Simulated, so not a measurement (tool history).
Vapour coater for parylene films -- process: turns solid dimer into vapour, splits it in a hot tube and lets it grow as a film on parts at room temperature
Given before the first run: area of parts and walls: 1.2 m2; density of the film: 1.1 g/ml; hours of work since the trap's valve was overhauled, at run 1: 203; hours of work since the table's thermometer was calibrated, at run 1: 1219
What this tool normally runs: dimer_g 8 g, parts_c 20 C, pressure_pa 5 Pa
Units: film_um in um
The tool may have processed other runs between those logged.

run     day  dimer_g  parts_c  pressure_pa  hours of work since the trap's valve was overhauled  hours of work since the table's thermometer was calibrated  film_um
  1       0        8       20            5                                                  203                                                        1219     2.68
  2   2.279        8       20         9.41                                                  230                                                        1246     2.39
  3   4.708        8       20         9.41                                                  259                                                        1275     2.33
  4   6.362        8       20         9.41                                                  279                                                        1295     2.36
  5   9.617        8       20         9.41                                                  318                                                        1334     2.27
      10.05  -- trap's valve overhauled
  6  12.958        8       20         3.54                                                   35                                                        1372     2.63
  7  15.804        8       20            5                                                   69                                                        1406      2.4
     16.596  -- trap's valve overhauled, once more
  8    19.3        8       20            5                                                   32                                                        1446     2.87
  9  21.496        7       14         2.49                                                   59                                                        1472     3.81
 10  23.879        9       18         2.39                                                   87                                                        1501     4.04
 11  25.917        4       14         3.44                                                  112                                                        1525        2
     27.767  -- table's thermometer calibrated
 12  28.608        4       14         3.44                                                  143                                                          10     2.02
 13  30.192        4       14         3.44                                                  162                                                          29     2.04
 14  32.092        4       14         3.44                                                  185                                                          52     2.01

Run 15 comes next. What will it give?
 15  34.958       11       26          5.6                                                  219                                                          86        ?

film_um: 2.84 um
With no hidden state in the tool, this same run would have given film_um 3.05 um.
